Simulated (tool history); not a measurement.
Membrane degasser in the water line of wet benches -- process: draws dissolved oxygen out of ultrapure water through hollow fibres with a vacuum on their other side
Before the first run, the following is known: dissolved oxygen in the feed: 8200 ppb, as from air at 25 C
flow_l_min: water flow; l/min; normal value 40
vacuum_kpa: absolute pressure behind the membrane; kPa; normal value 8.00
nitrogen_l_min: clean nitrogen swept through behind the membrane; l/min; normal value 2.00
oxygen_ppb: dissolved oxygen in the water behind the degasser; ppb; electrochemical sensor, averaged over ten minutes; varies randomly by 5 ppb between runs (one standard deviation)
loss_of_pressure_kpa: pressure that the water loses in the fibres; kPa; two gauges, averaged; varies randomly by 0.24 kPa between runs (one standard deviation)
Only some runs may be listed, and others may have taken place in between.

{"run": 1, "hour": 0.0, "flow_l_min": 40, "vacuum_kpa": 8.0, "nitrogen_l_min": 2.0, "oxygen_ppb": 493.1, "loss_of_pressure_kpa": 63.89}
{"run": 2, "hour": 135.5, "flow_l_min": 35, "vacuum_kpa": 8.0, "nitrogen_l_min": 2.0, "oxygen_ppb": 432.0, "loss_of_pressure_kpa": 55.84}
{"run": 3, "hour": 213.9, "flow_l_min": 35, "vacuum_kpa": 8.0, "nitrogen_l_min": 2.0, "oxygen_ppb": 434.0, "loss_of_pressure_kpa": 56.31}
{"run": 4, "hour": 287.1, "flow_l_min": 35, "vacuum_kpa": 8.0, "nitrogen_l_min": 2.0, "oxygen_ppb": 433.2, "loss_of_pressure_kpa": 55.99}
{"run": 5, "hour": 363.1, "flow_l_min": 35, "vacuum_kpa": 8.0, "nitrogen_l_min": 2.0, "oxygen_ppb": 431.8, "loss_of_pressure_kpa": 56.43}
{"run": 6, "hour": 517.1, "flow_l_min": 40, "vacuum_kpa": 9.75, "nitrogen_l_min": 2.0, "oxygen_ppb": 567.0, "loss_of_pressure_kpa": 64.56}
{"run": 7, "hour": 584.0, "flow_l_min": 40, "vacuum_kpa": 9.75, "nitrogen_l_min": 2.0, "oxygen_ppb": 564.7, "loss_of_pressure_kpa": 64.18}
{"run": 8, "hour": 706.0, "flow_l_min": 40, "vacuum_kpa": 8.0, "nitrogen_l_min": 1.01, "oxygen_ppb": 640.5, "loss_of_pressure_kpa": 64.37}
{"run": 9, "hour": 833.9, "flow_l_min": 40, "vacuum_kpa": 8.0, "nitrogen_l_min": 1.01, "oxygen_ppb": 651.2, "loss_of_pressure_kpa": 63.82}
{"run": 10, "hour": 938.7, "flow_l_min": 40, "vacuum_kpa": 9.05, "nitrogen_l_min": 2.0, "oxygen_ppb": 543.3, "loss_of_pressure_kpa": 64.31}
{"run": 11, "hour": 1022.8, "flow_l_min": 40, "vacuum_kpa": 9.05, "nitrogen_l_min": 2.0, "oxygen_ppb": 538.2, "loss_of_pressure_kpa": 64.26}
{"run": 12, "hour": 1148.6, "flow_l_min": 40, "vacuum_kpa": 9.05, "nitrogen_l_min": 2.0, "oxygen_ppb": 539.6, "loss_of_pressure_kpa": 64.63}
{"run": 13, "hour": 1239.6, "flow_l_min": 40, "vacuum_kpa": 9.05, "nitrogen_l_min": 2.0, "oxygen_ppb": 535.5, "loss_of_pressure_kpa": 64.22}
{"run": 14, "hour": 1307.5, "flow_l_min": 40, "vacuum_kpa": 8.0, "nitrogen_l_min": 2.0, "oxygen_ppb": 490.4, "loss_of_pressure_kpa": 64.66}
{"run": 15, "hour": 1440.6, "flow_l_min": 40, "vacuum_kpa": 8.0, "nitrogen_l_min": 2.0, "oxygen_ppb": 500.7, "loss_of_pressure_kpa": 64.61}
{"run": 16, "hour": 1603.4, "flow_l_min": 31, "vacuum_kpa": 15.85, "nitrogen_l_min": 0.95, "oxygen_ppb": 957.3, "loss_of_pressure_kpa": 49.61}
{"run": 17, "hour": 1739.1, "flow_l_min": 31, "vacuum_kpa": 19.49, "nitrogen_l_min": 4.18, "oxygen_ppb": 486.0, "loss_of_pressure_kpa": 50.03}
{"run": 18, "hour": 1830.6, "flow_l_min": 31, "vacuum_kpa": 19.49, "nitrogen_l_min": 4.18, "oxygen_ppb": 480.8, "loss_of_pressure_kpa": 50.15}
{"run": 19, "hour": 1972.5, "flow_l_min": 31, "vacuum_kpa": 19.49, "nitrogen_l_min": 4.18, "oxygen_ppb": 490.4, "loss_of_pressure_kpa": 50.18}
{"run": 20, "hour": 2067.6, "flow_l_min": 28, "vacuum_kpa": 8.0, "nitrogen_l_min": 1.54, "oxygen_ppb": 372.0, "loss_of_pressure_kpa": 45.47}
{"run": 21, "hour": 2160.8, "flow_l_min": 28, "vacuum_kpa": 8.0, "nitrogen_l_min": 1.54, "oxygen_ppb": 371.2, "loss_of_pressure_kpa": 45.09}
{"run": 22, "hour": 2260.8, "flow_l_min": 28, "vacuum_kpa": 8.0, "nitrogen_l_min": 1.54, "oxygen_ppb": 372.8, "loss_of_pressure_kpa": 45.11}
{"run": 23, "hour": 2412.8, "flow_l_min": 28, "vacuum_kpa": 8.0, "nitrogen_l_min": 1.54, "oxygen_ppb": 372.0, "loss_of_pressure_kpa": 45.21}
{"run": 24, "hour": 2481.4, "flow_l_min": 28, "vacuum_kpa": 8.0, "nitrogen_l_min": 1.54, "oxygen_ppb": 376.8, "loss_of_pressure_kpa": 45.47}
{"run": 25, "hour": 2627.3, "flow_l_min": 28, "vacuum_kpa": 8.0, "nitrogen_l_min": 2.0, "oxygen_ppb": 328.4, "loss_of_pressure_kpa": 45.04}
{"run": 26, "hour": 2706.3, "flow_l_min": 54, "vacuum_kpa": 17.49, "nitrogen_l_min": 1.7, "oxygen_ppb": 1204.1, "loss_of_pressure_kpa": 87.68}
{"run": 27, "hour": 2832.9, "flow_l_min": 32, "vacuum_kpa": 17.49, "nitrogen_l_min": 0.86, "oxygen_ppb": 1147.7, "loss_of_pressure_kpa": 51.77}

Not shown: 2 entries that the log had between the listed runs. Between which runs, and how does the tool's hidden state differ before and after?
Run 13 -> run 14: vacuum gauge calibrated (hour 1304.0)
  drift of the gauge itself on loss_of_pressure_kpa, %: 0.58 -> 0.62
  measured less the result without the state, loss_of_pressure_kpa: +0.48 -> +0.49 kPa
Run 22 -> run 23: membrane cartridge changed (hour 2292.4)
  membrane still open, %: 99.8 -> 100; drift of the gauge itself on loss_of_pressure_kpa, %: 1.07 -> 1.13
  measured less the result without the state, loss_of_pressure_kpa: +0.56 -> +0.51 kPa
